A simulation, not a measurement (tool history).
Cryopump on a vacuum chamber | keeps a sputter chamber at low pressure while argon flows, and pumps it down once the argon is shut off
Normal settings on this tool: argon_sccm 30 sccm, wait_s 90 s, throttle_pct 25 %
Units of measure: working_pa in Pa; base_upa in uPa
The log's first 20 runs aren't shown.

| run | hour | argon_sccm | wait_s | throttle_pct | hours of work since the pump was warmed up and emptied | hours of work since the cold head was overhauled | hours of work since the chamber's fittings were tightened | working_pa | base_upa |
|---|---|---|---|---|---|---|---|---|---|
| 21 | 725 | 16 | 59 | 25 | 163 | 1830 | 1054 | 0.1038 | 2.09 |
| 22 | 762.2 | 30 | 41 | 24 | 195 | 1863 | 1087 | 0.2019 | 2.7 |
| 23 | 785.7 | 25 | 37 | 25 | 216 | 1884 | 1107 | 0.1629 | 2.87 |
| 24 | 823.8 | 19 | 122 | 27 | 250 | 1917 | 1141 | 0.1154 | 1.61 |
| 25 | 861.5 | 19 | 122 | 27 | 283 | 1950 | 1174 | 0.1154 | 1.64 |
| 26 | 899.7 | 19 | 31 | 50 | 316 | 1984 | 1207 | 0.0677 | 3.28 |
| 27 | 922.1 | 19 | 31 | 50 | 336 | 2004 | 1227 | 0.0686 | 3.24 |
| 28 | 954.9 | 19 | 31 | 50 | 365 | 2032 | 1256 | 0.0676 | 3.3 |
| 29 | 1005.5 | 19 | 31 | 50 | 409 | 2077 | 1300 | 0.0686 | 3.4 |
| 30 | 1046.5 | 23 | 21 | 25 | 445 | 2113 | 1337 | 0.1577 | 4.47 |
| 31 | 1079.2 | 23 | 21 | 25 | 474 | 2142 | 1365 | 0.1596 | 4.71 |
| 32 | 1111.1 | 25 | 90 | 30 | 502 | 2170 | 1393 | 0.147 | 2.23 |
|  | 1143.3 | pump warmed up, emptied and cooled again |
| 33 | 1155.1 | 57 | 85 | 20 | 10 | 2204 | 1428 | 0.4472 | 1.83 |
| 34 | 1190.5 | 24 | 129 | 58 | 41 | 2235 | 1459 | 0.0671 | 1.63 |
| 35 | 1216.5 | 24 | 129 | 58 | 64 | 2258 | 1482 | 0.0656 | 1.63 |

Alternative continuations, all from the tool just after run 35; predict every row:
| A | 1259.5 | 23 | 33 | 33 | 102 | 2296 | 1519 | ? | ? |
| B | 1259.5 | 58 | 84 | 43 | 102 | 2296 | 1519 | ? | ? |
| C | 1259.5 | 49 | 90 | 25 | 102 | 2296 | 1519 | ? | ? |

| run | working_pa | base_upa |
|---|---|---|
| A | 0.1128 | 3.17 |
| B | 0.2197 | 1.91 |
| C | 0.3145 | 1.86 |
Without the tool's unlogged condition, the same runs would have read:
| run | working_pa | base_upa |
|---|---|---|
| A | 0.1093 | 2.29 |
| B | 0.2108 | 1.04 |
| C | 0.3071 | 1.01 |
